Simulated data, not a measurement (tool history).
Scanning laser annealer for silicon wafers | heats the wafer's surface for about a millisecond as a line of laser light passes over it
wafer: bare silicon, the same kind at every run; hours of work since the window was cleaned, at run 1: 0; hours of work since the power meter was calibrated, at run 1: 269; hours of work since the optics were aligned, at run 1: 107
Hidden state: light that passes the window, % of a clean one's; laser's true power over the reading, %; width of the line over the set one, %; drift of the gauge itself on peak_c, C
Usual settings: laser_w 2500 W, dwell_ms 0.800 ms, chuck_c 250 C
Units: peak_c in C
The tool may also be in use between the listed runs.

run   hour  laser_w  dwell_ms  chuck_c  hours of work since the window was cleaned  hours of work since the power meter was calibrated  hours of work since the optics were aligned  peak_c
  1    0.0     2500     0.800      250                                           0                                                 269                                          107     959
  2   21.2     2500     0.800      250                                          13                                                 282                                          119     955
  3   40.4     2500     0.800      250                                          24                                                 293                                          131     957
  4   64.6     2500     0.800      250                                          38                                                 307                                          145     955
  5   88.6     2500     0.800      250                                          53                                                 322                                          159     955
  6  109.7     2500     0.800      250                                          65                                                 334                                          172     956
  7  132.7     2500     0.800      250                                          79                                                 348                                          185     960
  8  154.9     2500     0.800      250                                          92                                                 361                                          199     959
  9  168.1     2500     0.800      250                                         100                                                 369                                          206     957
 10  183.3     2500     0.800      250                                         109                                                 378                                          215     955
 11  202.8     2500     0.800      250                                         120                                                 389                                          227     958
 12  227.5     2500     0.800      250                                         135                                                 404                                          242     957
 13  249.2     2261     0.800      283                                         148                                                 417                                          255     923
 14  266.8     2261     0.800      283                                         158                                                 427                                          265     918
 15  292.7     2277     0.800      250                                         174                                                 443                                          280     890
 16  312.1     2319     0.800      213                                         185                                                 454                                          292     866
 17  335.0     2127     0.800      271                                         199                                                 468                                          305     870
 18  347.1     2582     0.800      256                                         206                                                 475                                          313     985
 19  363.9     2536     0.776      262                                         216                                                 485                                          323     966
 20  380.9     2397     0.773      250                                         226                                                 495                                          333     917
 21  402.4     2607     0.800      239                                         239                                                 508                                          345     974
 22  414.2     2607     0.800      239                                         246                                                 515                                          352     974

Forecast each of these 5 alternatives for the next run:
  A  426.7     2477     0.800      239                                         253                                                 522                                          360       ?
  B  426.7     2174     0.907      261                                         253                                                 522                                          360       ?
  C  426.7     2193     0.800      239                                         253                                                 522                                          360       ?
  D  426.7     2540     0.662      216                                         253                                                 522                                          360       ?
  E  426.7     2453     0.800      221                                         253                                                 522                                          360       ?

run  peak_c
  A     942
  B     912
  C     855
  D     871
  E     913
Without the tool's hidden state the same runs would have given:
run  peak_c
  A     942
  B     912
  C     856
  D     871
  E     913

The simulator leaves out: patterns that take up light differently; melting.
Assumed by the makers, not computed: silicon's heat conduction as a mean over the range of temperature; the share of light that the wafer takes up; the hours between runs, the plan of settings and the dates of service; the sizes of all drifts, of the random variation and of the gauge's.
